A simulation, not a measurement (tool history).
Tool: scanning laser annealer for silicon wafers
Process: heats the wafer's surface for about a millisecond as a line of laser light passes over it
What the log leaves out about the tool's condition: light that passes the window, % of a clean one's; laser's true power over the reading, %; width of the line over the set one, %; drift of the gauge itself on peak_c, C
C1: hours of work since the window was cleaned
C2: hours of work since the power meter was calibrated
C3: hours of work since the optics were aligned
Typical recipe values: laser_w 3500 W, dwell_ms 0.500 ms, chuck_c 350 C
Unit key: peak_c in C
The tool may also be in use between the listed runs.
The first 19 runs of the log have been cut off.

Run 20, hour 204.1: usual settings but dwell_ms 0.482 ms; C1 30; C2 346; C3 432. Result: peak_c 1082 C.
Run 21, hour 209.9: usual settings but dwell_ms 0.482 ms; C1 34; C2 350; C3 436. Result: peak_c 1080 C.
Run 22, hour 218.6: usual settings but laser_w 3679 W, dwell_ms 0.482 ms; C1 41; C2 357; C3 443. Result: peak_c 1128 C.
Run 23, hour 224.4: usual settings but laser_w 3679 W, dwell_ms 0.482 ms; C1 45; C2 361; C3 447. Result: peak_c 1128 C.
Run 24, hour 237.4: usual settings but laser_w 3074 W, dwell_ms 0.482 ms; C1 55; C2 371; C3 457. Result: peak_c 969 C.
Run 25, hour 244.2: usual settings but laser_w 3580 W; C1 60; C2 376; C3 462. Result: peak_c 1114 C.
Run 26, hour 250.8: usual settings but laser_w 3793 W, dwell_ms 0.489 ms; C1 65; C2 381; C3 467. Result: peak_c 1162 C.
Run 27, hour 263.5: usual settings but laser_w 3793 W, dwell_ms 0.489 ms; C1 74; C2 390; C3 476. Result: peak_c 1161 C.
Run 28, hour 276.1: usual settings but laser_w 3793 W, dwell_ms 0.489 ms, chuck_c 370 C; C1 83; C2 400; C3 485. Result: peak_c 1182 C.
Run 29, hour 282.5: usual settings but laser_w 3236 W, chuck_c 383 C; C1 88; C2 404; C3 490. Result: peak_c 1057 C.
Run 30, hour 292.5: usual settings but laser_w 3236 W, chuck_c 383 C; C1 96; C2 412; C3 498. Result: peak_c 1060 C.
Run 31, hour 299.9: usual settings but laser_w 3236 W, chuck_c 383 C; C1 101; C2 417; C3 503. Result: peak_c 1055 C.
Run 32, hour 309.6: usual settings but laser_w 3376 W, dwell_ms 0.483 ms, chuck_c 323 C; C1 108; C2 425; C3 510. Result: peak_c 1023 C.
Run 33, hour 315.5: usual settings but laser_w 3376 W, dwell_ms 0.483 ms, chuck_c 323 C; C1 113; C2 429; C3 515. Result: peak_c 1022 C.
Run 34, hour 324.0: usual settings but laser_w 3592 W, dwell_ms 0.568 ms, chuck_c 366 C; C1 119; C2 435; C3 521. Result: peak_c 1184 C.
Run 35, hour 331.9: usual settings but laser_w 3518 W, dwell_ms 0.526 ms; C1 125; C2 441; C3 527. Result: peak_c 1115 C.
Run 36, hour 340.5: usual settings but laser_w 3119 W, dwell_ms 0.604 ms, chuck_c 332 C; C1 131; C2 448; C3 533. Result: peak_c 1039 C.
Run 37, hour 347.8: usual settings but dwell_ms 0.463 ms, chuck_c 373 C; C1 137; C2 453; C3 539. Result: peak_c 1093 C.
Run 38, hour 356.4: usual settings but laser_w 3301 W, dwell_ms 0.541 ms; C1 143; C2 459; C3 545. Result: peak_c 1070 C.
Run 39, hour 370.4: usual settings but chuck_c 387 C; C1 154; C2 470; C3 556. Result: peak_c 1131 C.
Run 40, hour 376.2: usual settings but laser_w 3837 W, dwell_ms 0.436 ms, chuck_c 323 C; C1 158; C2 474; C3 560. Result: peak_c 1098 C.
Run 41, hour 384.5: usual settings but laser_w 3627 W, dwell_ms 0.597 ms, chuck_c 355 C; C1 164; C2 480; C3 566. Result: peak_c 1209 C.

Branching from run 41: 4 alternative next runs. What would each branch give?
Run A, hour 393.8: usual settings but laser_w 3741 W, dwell_ms 0.597 ms, chuck_c 380 C; C1 171; C2 487; C3 573. Result: peak_c ?.
Run B, hour 393.8: usual settings but dwell_ms 0.372 ms, chuck_c 325 C; C1 171; C2 487; C3 573. Result: peak_c ?.
Run C, hour 393.8: usual settings but laser_w 3495 W, dwell_ms 0.597 ms, chuck_c 355 C; C1 171; C2 487; C3 573. Result: peak_c ?.
Run D, hour 393.8: usual settings but laser_w 3003 W, dwell_ms 0.416 ms, chuck_c 355 C; C1 171; C2 487; C3 573. Result: peak_c ?.

run  peak_c
  A    1261
  B     969
  C    1167
  D     915
With the hidden condition removed and each run's random variation left untouched, the same runs would have given:
run  peak_c
  A    1261
  B     969
  C    1167
  D     915

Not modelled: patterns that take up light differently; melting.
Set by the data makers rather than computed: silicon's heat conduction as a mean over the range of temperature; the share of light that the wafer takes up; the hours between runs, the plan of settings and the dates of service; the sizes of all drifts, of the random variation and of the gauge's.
